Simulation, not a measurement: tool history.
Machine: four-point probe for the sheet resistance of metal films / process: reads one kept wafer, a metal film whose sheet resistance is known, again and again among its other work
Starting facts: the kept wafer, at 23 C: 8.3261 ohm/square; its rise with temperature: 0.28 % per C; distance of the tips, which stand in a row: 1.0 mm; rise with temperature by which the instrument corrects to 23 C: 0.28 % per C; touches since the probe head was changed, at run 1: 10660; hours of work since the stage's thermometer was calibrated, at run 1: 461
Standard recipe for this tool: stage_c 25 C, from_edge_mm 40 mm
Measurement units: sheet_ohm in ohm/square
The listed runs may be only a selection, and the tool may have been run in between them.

run,day,stage_c,from_edge_mm,touches since the probe head was changed,hours of work since the stage's thermometer was calibrated,sheet_ohm
1,0.000,25,40,10660,461,8.307779
2,0.312,25,40,10874,465,8.303624
3,0.788,25,5,11197,471,8.477875
4,1.075,25,5,11396,474,8.477449
5,1.704,25,5,11823,482,8.478252
6,2.183,25,5,12153,488,8.477194
7,2.546,24,40,12400,493,8.303784
8,3.188,24,40,12838,501,8.306297
9,3.483,24,40,13040,505,8.304870
10,4.158,24,40,13501,513,8.305456
11,4.658,24,40,13844,520,8.302982
12,5.304,25,17,14285,528,8.319483
13,5.712,25,17,14563,533,8.316003
14,6.375,25,17,15016,541,8.317363
15,6.950,25,17,15410,549,8.320174
16,7.588,25,17,15845,557,8.316453
17,8.262,25,17,16308,565,8.317231
18,8.588,27,17,16530,570,8.317563
19,8.988,23,40,16802,575,8.304448
20,9.629,25,12,17241,583,8.330104
21,10.233,25,12,17652,590,8.331207
22,10.912,25,12,18117,599,8.332617
23,11.567,25,12,18564,607,8.332279
24,12.217,18,49,19009,615,8.302579
25,12.496,32,36,19200,619,8.305670
26,12.975,26,4,19527,625,8.571395
27,13.529,19,16,19907,632,8.316333
28,14.129,19,16,20316,640,8.314451
29,14.796,19,16,20771,648,8.316280
30,15.425,25,49,21200,656,8.300395
31,15.854,21,49,21494,662,8.301720
32,16.308,34,62,21804,667,8.302320
33,16.667,21,25,22051,672,8.302674
34,16.988,21,25,22268,676,8.307002
35,17.471,20,51,22600,682,8.301026
36,17.975,28,51,22945,688,8.298973
37,18.262,28,51,23140,692,8.301366
38,18.796,30,23,23506,699,8.307820
39,19.283,30,23,23837,705,8.308610
40,19.938,27,67,24284,713,8.298956
41,20.608,27,67,24744,722,8.298905
42,21.225,25,4,25165,730,8.570154
43,21.517,25,4,25364,733,8.568191
44,21.958,21,4,25667,739,8.569155

Some steps in sheet_ohm between neighbouring runs. How much of each would the tool show without its hidden state too (settings, what came in, random variation), and how much is left for the hidden state, with any gauge scatter that isn't in both results?
Hidden state present: inner tips' distance over the nominal, %; tips' flats over new ones', %; wafer's true temperature over the reading, C; drift of the gauge itself on sheet_ohm, %.
Run 2 -> 3: from_edge_mm 40 -> 5. sheet_ohm +0.174251 ohm/square: hidden state -0.000571, all else +0.174822.
Run 25 -> 26: stage_c 32 -> 26, from_edge_mm 36 -> 4. sheet_ohm +0.265725 ohm/square: hidden state -0.000951, all else +0.266676.
Run 26 -> 27: stage_c 26 -> 19, from_edge_mm 4 -> 16. sheet_ohm -0.255062 ohm/square: hidden state +0.000535, all else -0.255597.
Run 41 -> 42: stage_c 27 -> 25, from_edge_mm 67 -> 4. sheet_ohm +0.271249 ohm/square: hidden state -0.001037, all else +0.272286.
